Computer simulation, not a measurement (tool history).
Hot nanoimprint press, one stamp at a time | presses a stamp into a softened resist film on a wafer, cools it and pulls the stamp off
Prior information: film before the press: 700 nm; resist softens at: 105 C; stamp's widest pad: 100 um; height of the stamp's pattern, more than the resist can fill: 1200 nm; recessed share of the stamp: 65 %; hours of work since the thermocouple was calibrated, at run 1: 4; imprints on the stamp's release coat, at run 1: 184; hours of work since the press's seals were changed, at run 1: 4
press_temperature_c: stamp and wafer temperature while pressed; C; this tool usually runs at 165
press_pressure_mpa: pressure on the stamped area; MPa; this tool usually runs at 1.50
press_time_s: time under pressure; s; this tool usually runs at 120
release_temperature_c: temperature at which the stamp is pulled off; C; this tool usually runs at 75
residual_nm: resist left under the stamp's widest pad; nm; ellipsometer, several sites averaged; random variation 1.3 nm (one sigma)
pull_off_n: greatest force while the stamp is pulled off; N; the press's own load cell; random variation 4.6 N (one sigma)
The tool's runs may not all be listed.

run   hour  press_temperature_c  press_pressure_mpa  press_time_s  release_temperature_c  hours of work since the thermocouple was calibrated  imprints on the stamp's release coat  hours of work since the press's seals were changed  residual_nm  pull_off_n
  1    0.0                  165                1.50           120                     75                                                    4                                   184                                                   4        338.9         247
  2   52.0                  165                1.50           120                     75                                                   32                                   321                                                  32        340.1         243
  3   77.5                  165                1.50           120                     75                                                   46                                   388                                                  46        342.4         263
  4  131.9                  166                1.50           120                     75                                                   75                                   532                                                  75        332.2         268
  5  178.5                  166                1.50           120                     75                                                  100                                   654                                                 100        335.4         280
  6  231.2                  166                1.50           120                     75                                                  128                                   793                                                 128        333.0         288
  7  259.8                  166                1.50           120                     75                                                  144                                   868                                                 144        333.1         295
  8  292.1                  165                1.50           120                     75                                                  161                                   953                                                 161        347.1         302
  9  347.4                  165                1.50           120                     75                                                  191                                  1099                                                 191        348.8         306
 10  388.1                  165                1.50           120                     79                                                  213                                  1206                                                 213        350.5         297
     397.7  -- stamp cleaned and given a new release coat
 11  447.9                  165                1.50           123                     75                                                  242                                   132                                                 242        347.6         235
 12  477.7                  165                1.50           123                     75                                                  258                                   210                                                 258        348.3         253
 13  504.6                  175                2.18            74                     82                                                  272                                   281                                                 272        259.1         227
 14  555.1                  153                1.54           132                     77                                                  299                                   414                                                 299        496.0         236
 15  582.5                  168                1.01            69                     71                                                  314                                   486                                                 314        453.1         264
     588.1  -- plate thermocouple calibrated
 16  613.2                  167                2.37           120                     68                                                   14                                   559                                                 329        279.6         294
 17  640.4                  161                1.22           211                     77                                                   28                                   631                                                 344        371.7         270
 18  686.2                  161                1.22           211                     77                                                   53                                   752                                                 368        375.4         286
 19  742.1                  161                1.22            99                     77                                                   83                                   899                                                 399        471.8         288
 20  786.6                  161                1.22            61                     63                                                  107                                  1016                                                 422        532.0         356
     827.3  -- plate thermocouple calibrated, once more
 21  844.1                  165                1.50           120                     83                                                    9                                  1159                                                 452        342.7         280
     871.9  -- stamp cleaned and given a new release coat
 22  878.9                  174                0.96           220                     80                                                   25                                    18                                                 467        246.5         206
 23  933.8                  157                0.95           237                     64                                                   54                                   163                                                 497        425.0         262
 24  978.3                  158                1.69            77                     70                                                   78                                   280                                                 521        472.2         256

Describe how what the log doesn't record of the tool's condition differs between the last listed run preceding each entry between runs and the first listed run following it.
In the gap between runs 10 and 11: stamp cleaned and given a new release coat (hour 397.7)
  true temperature over the reading, C: -0.85 -> -0.98; pressure that arrives at the usual setting, %: 99.93 -> 99.85; grip of the stamp's worn release coat, % over a new coat's: 38.2 -> 4
  measured minus no-state result, residual_nm: +9.8 -> +11.4 nm; pull_off_n: +84 -> +12 N
In the gap between runs 15 and 16: plate thermocouple calibrated (hour 588.1)
  true temperature over the reading, C: -1.29 -> -1.95; pressure that arrives at the usual setting, %: 99.65 -> 99.61; grip of the stamp's worn release coat, % over a new coat's: 14.9 -> 17.2
  measured minus no-state result, residual_nm: +14.9 -> +19.7 nm; pull_off_n: +37 -> +48 N
In the gap between runs 20 and 21: plate thermocouple calibrated, once more (hour 827.3)
  true temperature over the reading, C: -2.36 -> -0.05; pressure that arrives at the usual setting, %: 99.36 -> 99.28; grip of the stamp's worn release coat, % over a new coat's: 31.9 -> 36.6
  measured minus no-state result, residual_nm: +27.5 -> +1.6 nm; pull_off_n: +92 -> +76 N
In the gap between runs 21 and 22: stamp cleaned and given a new release coat (hour 871.9)
  true temperature over the reading, C: -0.05 -> -0.12; pressure that arrives at the usual setting, %: 99.28 -> 99.24; grip of the stamp's worn release coat, % over a new coat's: 36.6 -> 0.5
  measured minus no-state result, residual_nm: +1.6 -> +1.6 nm; pull_off_n: +76 -> +2 N

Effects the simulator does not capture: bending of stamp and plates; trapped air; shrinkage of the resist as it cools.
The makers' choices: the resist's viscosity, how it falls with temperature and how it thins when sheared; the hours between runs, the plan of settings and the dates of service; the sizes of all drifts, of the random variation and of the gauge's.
